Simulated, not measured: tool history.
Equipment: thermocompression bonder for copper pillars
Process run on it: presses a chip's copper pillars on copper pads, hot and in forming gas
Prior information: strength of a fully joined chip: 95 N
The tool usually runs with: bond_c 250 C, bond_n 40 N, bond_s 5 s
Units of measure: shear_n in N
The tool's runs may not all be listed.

| run | hour | bond_c | bond_n | bond_s | shear_n |
|---|---|---|---|---|---|
| 1 | 0.0 | 250 | 40 | 5 | 50.4 |
| 2 | 16.6 | 250 | 40 | 5 | 51.2 |
|  | 22.0 | force cell calibrated |
| 3 | 26.9 | 250 | 40 | 5 | 49.4 |
| 4 | 37.9 | 250 | 40 | 5 | 50.3 |
|  | 46.7 | forming gas filter changed |
| 5 | 46.7 | 250 | 40 | 5 | 54.0 |
| 6 | 61.4 | 250 | 40 | 5 | 54.7 |
| 7 | 80.3 | 250 | 45 | 4 | 51.8 |
|  | 95.2 | force cell calibrated, once more |
| 8 | 96.2 | 222 | 25 | 5 | 31.6 |
| 9 | 110.1 | 229 | 29 | 3 | 29.3 |
| 10 | 123.9 | 222 | 43 | 6 | 43.1 |
| 11 | 138.1 | 222 | 43 | 6 | 43.3 |

Consider 4 possible next runs. They are alternatives, not a sequence: every one starts from the tool as it was left by run 11. What does each give?
| A | 147.2 | 264 | 40 | 8 | ? |
| B | 147.2 | 272 | 25 | 6 | ? |
| C | 147.2 | 268 | 39 | 8 | ? |
| D | 147.2 | 268 | 40 | 4 | ? |

| run | shear_n |
|---|---|
| A | 66.7 |
| B | 55.3 |
| C | 67.9 |
| D | 58.7 |
Take away the tool's hidden state, keep each run's random variation, and the runs would have read:
| run | shear_n |
|---|---|
| A | 68.5 |
| B | 56.8 |
| C | 69.6 |
| D | 60.3 |
